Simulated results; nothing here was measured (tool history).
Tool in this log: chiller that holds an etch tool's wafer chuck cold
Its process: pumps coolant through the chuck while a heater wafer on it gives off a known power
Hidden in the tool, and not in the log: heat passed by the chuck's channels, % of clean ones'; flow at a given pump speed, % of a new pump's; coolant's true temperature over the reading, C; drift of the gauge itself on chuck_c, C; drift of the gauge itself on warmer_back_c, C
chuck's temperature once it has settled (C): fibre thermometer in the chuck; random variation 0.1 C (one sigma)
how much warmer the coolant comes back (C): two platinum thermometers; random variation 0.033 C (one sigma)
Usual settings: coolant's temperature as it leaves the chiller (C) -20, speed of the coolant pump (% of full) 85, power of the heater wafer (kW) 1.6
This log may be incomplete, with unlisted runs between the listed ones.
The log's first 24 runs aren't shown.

run	hour	coolant's temperature as it leaves the chiller (C)	speed of the coolant pump (% of full)	power of the heater wafer (kW)	hours since the coolant was changed and the channels were flushed	hours since the pump was overhauled	hours since the chiller's thermometer was calibrated	chuck's temperature once it has settled (C)	how much warmer the coolant comes back (C)
25	3132.1	-20	85	1.643	1567	732	451	-5.6	4.81
26	3224.2	-20	85	1.643	1659	824	544	-5.7	4.76
27	3299.7	-12	73	2.361	1734	900	619	11.7	8.18
28	3436.4	-12	73	2.361	1871	1036	756	11.8	8.19
29	3592.7	-12	72	1.039	2027	1193	912	-1.2	3.69
30	3735.8	-12	62	1.039	2170	1336	1055	0.4	4.3
31	3887.8	-29	85	0.94	2322	1488	1207	-20.6	2.76
32	3988.4	-21	66	1.6	2423	1589	1308	-2.7	6.31
33	4155.3	-20	97	1.013	2590	1755	1475	-11.9	2.56

Alternative continuations, all from the tool just after run 33; predict every row:
A	4264.3	-19	97	2.261	2699	1864	1584	?	?
B	4264.3	-17	71	1.564	2699	1864	1584	?	?
C	4264.3	-20	87	1.013	2699	1864	1584	?	?

run	chuck's temperature once it has settled (C)	how much warmer the coolant comes back (C)
A	-0.7	5.8
B	0	5.72
C	-11	2.93
Had the tool no hidden state, the same runs would have come out as:
run	chuck's temperature once it has settled (C)	how much warmer the coolant comes back (C)
A	-3.2	5.48
B	-2.1	5.4
C	-12.1	2.77
